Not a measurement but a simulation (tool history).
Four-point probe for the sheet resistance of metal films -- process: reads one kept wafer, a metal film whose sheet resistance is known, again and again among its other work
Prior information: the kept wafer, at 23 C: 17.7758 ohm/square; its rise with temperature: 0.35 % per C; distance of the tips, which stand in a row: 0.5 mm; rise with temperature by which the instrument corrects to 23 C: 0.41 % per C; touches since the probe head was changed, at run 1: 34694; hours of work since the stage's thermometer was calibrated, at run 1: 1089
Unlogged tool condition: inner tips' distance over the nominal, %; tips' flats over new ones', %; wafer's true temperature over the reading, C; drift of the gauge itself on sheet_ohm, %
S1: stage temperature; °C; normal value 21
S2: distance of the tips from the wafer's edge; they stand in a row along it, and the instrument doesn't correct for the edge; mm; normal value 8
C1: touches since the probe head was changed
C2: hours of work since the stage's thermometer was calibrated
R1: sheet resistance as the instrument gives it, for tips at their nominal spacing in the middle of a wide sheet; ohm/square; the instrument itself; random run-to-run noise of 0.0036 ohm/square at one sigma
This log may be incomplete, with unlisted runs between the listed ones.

{"run": 1, "hour": 0.0, "S1": 21, "S2": 8, "C1": 34694, "C2": 1089, "R1": 17.770758}
{"run": 2, "hour": 28.9, "S1": 21, "S2": 8, "C1": 36193, "C2": 1109, "R1": 17.761208}
{"run": 3, "hour": 48.3, "S1": 21, "S2": 8, "C1": 37201, "C2": 1122, "R1": 17.771822}
{"run": 4, "hour": 82.0, "S1": 21, "S2": 8, "C1": 38953, "C2": 1146, "R1": 17.76468}
{"run": 5, "hour": 97.0, "S1": 21, "S2": 8, "C1": 39737, "C2": 1156, "R1": 17.763391}
{"run": 6, "hour": 125.3, "S1": 21, "S2": 17, "C1": 41206, "C2": 1175, "R1": 17.738568}
{"run": 7, "hour": 150.6, "S1": 25, "S2": 8, "C1": 42518, "C2": 1193, "R1": 17.725038}
{"run": 8, "hour": 167.4, "S1": 25, "S2": 8, "C1": 43391, "C2": 1204, "R1": 17.726509}
{"run": 9, "hour": 185.3, "S1": 21, "S2": 8, "C1": 44324, "C2": 1217, "R1": 17.758974}
{"run": 10, "hour": 206.8, "S1": 21, "S2": 8, "C1": 45441, "C2": 1231, "R1": 17.76531}
{"run": 11, "hour": 233.5, "S1": 21, "S2": 8, "C1": 46829, "C2": 1250, "R1": 17.764134}
{"run": 12, "hour": 252.1, "S1": 21, "S2": 8, "C1": 47794, "C2": 1263, "R1": 17.763607}
{"run": 13, "hour": 282.8, "S1": 21, "S2": 6, "C1": 49391, "C2": 1284, "R1": 17.793744}
{"run": 14, "hour": 302.7, "S1": 21, "S2": 6, "C1": 50423, "C2": 1297, "R1": 17.795094}
{"hour": 307.3, "done": "stage's thermometer calibrated"}
{"run": 15, "hour": 317.9, "S1": 33, "S2": 8, "C1": 51190, "C2": 7, "R1": 17.663387}
{"run": 16, "hour": 350.4, "S1": 33, "S2": 8, "C1": 52876, "C2": 30, "R1": 17.653782}
{"run": 17, "hour": 380.7, "S1": 21, "S2": 8, "C1": 54448, "C2": 50, "R1": 17.778177}
{"hour": 389.9, "done": "stage's thermometer calibrated, once more"}
{"run": 18, "hour": 409.2, "S1": 21, "S2": 11, "C1": 55906, "C2": 13, "R1": 17.70841}
{"run": 19, "hour": 437.6, "S1": 21, "S2": 7, "C1": 57383, "C2": 33, "R1": 17.734714}
{"run": 20, "hour": 468.6, "S1": 21, "S2": 7, "C1": 58990, "C2": 54, "R1": 17.735589}
{"run": 21, "hour": 494.0, "S1": 21, "S2": 7, "C1": 60312, "C2": 72, "R1": 17.729678}
{"run": 22, "hour": 517.1, "S1": 21, "S2": 7, "C1": 61511, "C2": 87, "R1": 17.738203}
{"run": 23, "hour": 542.1, "S1": 21, "S2": 7, "C1": 62811, "C2": 105, "R1": 17.73282}
{"run": 24, "hour": 559.9, "S1": 24, "S2": 70, "C1": 63735, "C2": 117, "R1": 17.659923}
{"run": 25, "hour": 580.3, "S1": 32, "S2": 5, "C1": 64795, "C2": 131, "R1": 17.67056}
{"run": 26, "hour": 602.9, "S1": 33, "S2": 73, "C1": 65972, "C2": 146, "R1": 17.571021}
{"run": 27, "hour": 622.1, "S1": 33, "S2": 73, "C1": 66969, "C2": 160, "R1": 17.569671}
{"run": 28, "hour": 649.0, "S1": 19, "S2": 26, "C1": 68366, "C2": 178, "R1": 17.710321}
{"run": 29, "hour": 677.0, "S1": 19, "S2": 26, "C1": 69820, "C2": 197, "R1": 17.704852}
{"run": 30, "hour": 711.0, "S1": 28, "S2": 26, "C1": 71588, "C2": 221, "R1": 17.617236}
{"run": 31, "hour": 734.3, "S1": 27, "S2": 7, "C1": 72801, "C2": 237, "R1": 17.665655}
{"run": 32, "hour": 759.7, "S1": 21, "S2": 4, "C1": 74120, "C2": 254, "R1": 17.835636}
{"run": 33, "hour": 790.6, "S1": 21, "S2": 4, "C1": 75724, "C2": 275, "R1": 17.830781}
{"run": 34, "hour": 818.3, "S1": 23, "S2": 12, "C1": 77163, "C2": 294, "R1": 17.67082}
{"run": 35, "hour": 845.4, "S1": 28, "S2": 8, "C1": 78574, "C2": 313, "R1": 17.644304}
{"run": 36, "hour": 868.4, "S1": 28, "S2": 8, "C1": 79767, "C2": 329, "R1": 17.650024}
{"run": 37, "hour": 887.7, "S1": 30, "S2": 41, "C1": 80771, "C2": 342, "R1": 17.592608}
{"run": 38, "hour": 913.7, "S1": 30, "S2": 41, "C1": 82123, "C2": 360, "R1": 17.595845}
{"run": 39, "hour": 932.0, "S1": 21, "S2": 21, "C1": 83072, "C2": 372, "R1": 17.680938}
{"run": 40, "hour": 947.3, "S1": 22, "S2": 11, "C1": 83866, "C2": 383, "R1": 17.686226}
{"run": 41, "hour": 967.1, "S1": 24, "S2": 12, "C1": 84898, "C2": 397, "R1": 17.669785}
{"run": 42, "hour": 983.7, "S1": 22, "S2": 10, "C1": 85759, "C2": 408, "R1": 17.697787}
{"run": 43, "hour": 1000.8, "S1": 35, "S2": 32, "C1": 86650, "C2": 420, "R1": 17.544018}
{"run": 44, "hour": 1024.1, "S1": 21, "S2": 4, "C1": 87859, "C2": 436, "R1": 17.824989}
{"run": 45, "hour": 1055.7, "S1": 28, "S2": 6, "C1": 89499, "C2": 457, "R1": 17.676748}

Hidden state at the last listed run before each entry between runs and at the first one after, where it differs:
Run 14 -> run 15: stage's thermometer calibrated (hour 307.3)
  inner tips' distance over the nominal, %: -0.536 -> -0.539; wafer's true temperature over the reading, C: 0.54 -> 0.74
  what was measured, less what the result would be without the hidden state, R1: -0.069676 -> -0.058574 ohm/square
Run 17 -> run 18: stage's thermometer calibrated, once more (hour 389.9)
  inner tips' distance over the nominal, %: -0.548 -> -0.552; wafer's true temperature over the reading, C: 0.76 -> -0.05
  what was measured, less what the result would be without the hidden state, R1: -0.057720 -> -0.109636 ohm/square
